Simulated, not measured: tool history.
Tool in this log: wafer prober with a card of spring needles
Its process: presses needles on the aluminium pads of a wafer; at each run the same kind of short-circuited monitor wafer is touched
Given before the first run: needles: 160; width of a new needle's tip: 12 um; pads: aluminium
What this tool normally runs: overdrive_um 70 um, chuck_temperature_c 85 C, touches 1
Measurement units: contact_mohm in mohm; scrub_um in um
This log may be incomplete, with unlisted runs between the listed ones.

Run 1, hour 0.0: usual settings. Result: contact_mohm 200 mohm, scrub_um 16.27 um.
At hour 2.4: tips cleaned on abrasive film.
Run 2, hour 9.3: usual settings. Result: contact_mohm 197 mohm, scrub_um 16.29 um.
At hour 11.3: tips cleaned on abrasive film.
Run 3, hour 13.3: usual settings. Result: contact_mohm 161 mohm, scrub_um 16.24 um.
At hour 20.2: tips cleaned on abrasive film.
Run 4, hour 20.5: usual settings but touches 2. Result: contact_mohm 124 mohm, scrub_um 16.22 um.
At hour 29.3: tips cleaned on abrasive film.
Run 5, hour 29.9: usual settings but touches 2. Result: contact_mohm 131 mohm, scrub_um 16.17 um.
Run 6, hour 37.7: usual settings but overdrive_um 86 um. Result: contact_mohm 199 mohm, scrub_um 19.97 um.
At hour 38.2: tips cleaned on abrasive film.
Run 7, hour 43.4: usual settings. Result: contact_mohm 187 mohm, scrub_um 16.22 um.
At hour 47.3: tips cleaned on abrasive film.
Run 8, hour 47.7: usual settings. Result: contact_mohm 132 mohm, scrub_um 16.17 um.
At hour 56.7: tips cleaned on abrasive film.
Run 9, hour 57.0: usual settings but touches 2. Result: contact_mohm 127 mohm, scrub_um 16.14 um.
Run 10, hour 64.8: usual settings but touches 2. Result: contact_mohm 170 mohm, scrub_um 16.14 um.
At hour 65.9: tips cleaned on abrasive film.
Run 11, hour 70.5: usual settings but chuck_temperature_c 66 C. Result: contact_mohm 187 mohm, scrub_um 16.11 um.
At hour 74.7: tips cleaned on abrasive film.
Run 12, hour 79.7: usual settings. Result: contact_mohm 186 mohm, scrub_um 16.14 um.
At hour 83.6: tips cleaned on abrasive film.
Run 13, hour 85.9: usual settings but overdrive_um 76 um. Result: contact_mohm 164 mohm, scrub_um 17.48 um.
At hour 92.7: tips cleaned on abrasive film.
Run 14, hour 92.7: usual settings but overdrive_um 78 um. Result: contact_mohm 120 mohm, scrub_um 17.95 um.
At hour 101.8: tips cleaned on abrasive film.
Run 15, hour 102.2: usual settings but overdrive_um 78 um. Result: contact_mohm 135 mohm, scrub_um 17.95 um.
Run 16, hour 107.4: usual settings but overdrive_um 68 um, chuck_temperature_c 74 C. Result: contact_mohm 194 mohm, scrub_um 15.60 um.
At hour 110.6: tips cleaned on abrasive film.
Run 17, hour 115.2: usual settings but overdrive_um 54 um, chuck_temperature_c 74 C, touches 2. Result: contact_mohm 167 mohm, scrub_um 12.34 um.
At hour 119.4: tips cleaned on abrasive film.
Run 18, hour 120.7: usual settings but overdrive_um 54 um, chuck_temperature_c 74 C, touches 2. Result: contact_mohm 142 mohm, scrub_um 12.31 um.
At hour 128.7: tips cleaned on abrasive film.
Run 19, hour 128.8: usual settings but overdrive_um 54 um, chuck_temperature_c 74 C, touches 2. Result: contact_mohm 127 mohm, scrub_um 12.29 um.
Run 20, hour 137.2: usual settings but overdrive_um 54 um, chuck_temperature_c 56 C, touches 2. Result: contact_mohm 180 mohm, scrub_um 12.30 um.
At hour 137.7: tips cleaned on abrasive film.
Run 21, hour 143.6: usual settings but chuck_temperature_c 29 C. Result: contact_mohm 183 mohm, scrub_um 15.97 um.
At hour 146.9: tips cleaned on abrasive film.
Run 22, hour 148.6: usual settings but chuck_temperature_c 29 C. Result: contact_mohm 147 mohm, scrub_um 16.02 um.
Run 23, hour 153.9: usual settings but chuck_temperature_c 29 C. Result: contact_mohm 190 mohm, scrub_um 16.02 um.
At hour 156.1: tips cleaned on abrasive film.
Run 24, hour 161.2: usual settings but overdrive_um 88 um, chuck_temperature_c 69 C. Result: contact_mohm 178 mohm, scrub_um 20.19 um.
At hour 165.2: tips cleaned on abrasive film.
Run 25, hour 165.2: usual settings but overdrive_um 57 um, chuck_temperature_c 70 C, touches 2. Result: contact_mohm 122 mohm, scrub_um 12.93 um.
Run 26, hour 169.8: usual settings but overdrive_um 54 um, chuck_temperature_c 30 C, touches 2. Result: contact_mohm 166 mohm, scrub_um 12.24 um.
At hour 174.5: tips cleaned on abrasive film.
Run 27, hour 176.1: usual settings but overdrive_um 50 um, chuck_temperature_c 91 C, touches 2. Result: contact_mohm 152 mohm, scrub_um 11.31 um.
At hour 183.6: tips cleaned on abrasive film.
Run 28, hour 183.9: usual settings but overdrive_um 50 um, chuck_temperature_c 106 C. Result: contact_mohm 147 mohm, scrub_um 11.30 um.
At hour 192.8: tips cleaned on abrasive film.
Run 29, hour 193.3: usual settings but overdrive_um 50 um, chuck_temperature_c 106 C. Result: contact_mohm 148 mohm, scrub_um 11.24 um.

Each row is a separate what-if for the run after 29, all from the same tool condition, not one after another. Results?
At hour 202.3: tips cleaned on abrasive film.
Run A, hour 202.8: usual settings but overdrive_um 72 um, chuck_temperature_c 61 C. Result: contact_mohm ?, scrub_um ?.
At hour 202.3: tips cleaned on abrasive film.
Run B, hour 202.8: usual settings but chuck_temperature_c 74 C. Result: contact_mohm ?, scrub_um ?.
At hour 202.3: tips cleaned on abrasive film.
Run C, hour 202.8: usual settings but overdrive_um 56 um. Result: contact_mohm ?, scrub_um ?.
At hour 202.3: tips cleaned on abrasive film.
Run D, hour 202.8: usual settings but overdrive_um 52 um, chuck_temperature_c 63 C. Result: contact_mohm ?, scrub_um ?.
At hour 202.3: tips cleaned on abrasive film.
Run E, hour 202.8: usual settings but overdrive_um 50 um, chuck_temperature_c 106 C, touches 2. Result: contact_mohm ?, scrub_um ?.

run  contact_mohm  scrub_um
  A           134     16.43
  B           137     15.91
  C           142     12.62
  D           142     11.69
  E           141     11.25
Stripped of hidden state, with their random variation kept, the same runs would have yielded:
run  contact_mohm  scrub_um
  A           116     16.88
  B           119     16.36
  C           119     13.07
  D           115     12.14
  E           124     11.71

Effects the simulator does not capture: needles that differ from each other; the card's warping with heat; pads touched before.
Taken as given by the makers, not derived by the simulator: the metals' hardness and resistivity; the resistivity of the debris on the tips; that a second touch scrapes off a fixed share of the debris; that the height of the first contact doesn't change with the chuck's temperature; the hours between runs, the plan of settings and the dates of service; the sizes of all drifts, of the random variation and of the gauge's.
